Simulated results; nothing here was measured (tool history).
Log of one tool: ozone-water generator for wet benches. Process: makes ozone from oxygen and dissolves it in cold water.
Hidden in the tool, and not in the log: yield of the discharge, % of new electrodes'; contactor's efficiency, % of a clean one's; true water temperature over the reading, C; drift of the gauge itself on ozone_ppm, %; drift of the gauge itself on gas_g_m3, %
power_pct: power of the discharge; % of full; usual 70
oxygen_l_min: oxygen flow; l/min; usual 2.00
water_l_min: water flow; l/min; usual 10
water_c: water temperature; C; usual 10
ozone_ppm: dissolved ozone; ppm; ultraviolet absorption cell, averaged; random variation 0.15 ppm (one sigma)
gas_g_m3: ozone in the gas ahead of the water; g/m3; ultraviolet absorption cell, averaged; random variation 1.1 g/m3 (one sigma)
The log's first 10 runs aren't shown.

run	hour	power_pct	oxygen_l_min	water_l_min	water_c	hours of work since the electrodes were changed	hours of work since the contactor was cleaned	hours of work since the thermometer was calibrated	ozone_ppm	gas_g_m3
# hour 177.3: contactor cleaned
11	199.8	70	2.00	7	10	737	14	1800	24.0	202.6
12	224.3	70	2.00	7	10	752	30	1816	24.3	201.1
13	244.2	70	2.00	11	10	765	42	1828	16.8	202.0
14	259.9	70	2.00	11	10	775	52	1838	16.6	202.2
15	282.7	70	2.00	10	10	789	67	1853	18.2	201.8
16	311.5	70	2.00	8	10	808	85	1871	21.8	201.2
17	324.2	70	2.00	8	10	816	93	1879	21.9	202.8
18	342.8	58	1.91	13	12	827	105	1891	12.0	175.5
# hour 360.4: contactor cleaned, once more
19	374.1	58	1.91	13	12	845	9	1908	12.0	175.2
20	397.1	58	1.00	16	8	859	23	1923	7.7	225.5
21	414.2	82	1.44	9	13	870	34	1933	20.5	261.5
22	426.7	82	1.44	9	13	878	42	1941	20.1	261.2
23	441.9	70	2.00	12	8	888	52	1951	16.1	201.6
24	462.0	70	2.00	12	8	900	64	1964	16.0	202.6
25	491.7	70	2.00	12	8	919	83	1982	16.3	203.2
26	510.9	70	1.31	12	11	931	95	1995	13.3	236.7
27	538.7	52	2.65	15	13	949	113	2012	10.6	143.1
28	567.6	98	2.00	7	10	967	131	2031	32.3	269.8
29	591.8	98	2.24	7	10	982	146	2046	32.8	256.0
30	613.2	74	1.31	10	10	996	160	2059	16.5	246.8
31	635.7	49	2.91	10	6	1010	174	2074	15.7	130.5
32	660.7	77	2.00	10	12	1026	190	2089	19.2	218.0
33	682.7	77	2.00	10	12	1040	204	2103	19.6	218.9
34	709.5	77	2.00	10	12	1057	221	2120	19.3	217.7

3 ways to go on from here, each from the tool as it stands after run 34. What would each give?
A	735.4	70	1.94	10	7	1073	237	2137	?	?
B	735.4	81	1.38	10	9	1073	237	2137	?	?
C	735.4	69	2.00	9	8	1073	237	2137	?	?

run	ozone_ppm	gas_g_m3
A	18.5	202.1
B	18.3	264.7
C	20.0	201.4
Without the tool's hidden state the same runs would have given:
run	ozone_ppm	gas_g_m3
A	19.0	206.2
B	18.9	270.7
C	20.6	205.4
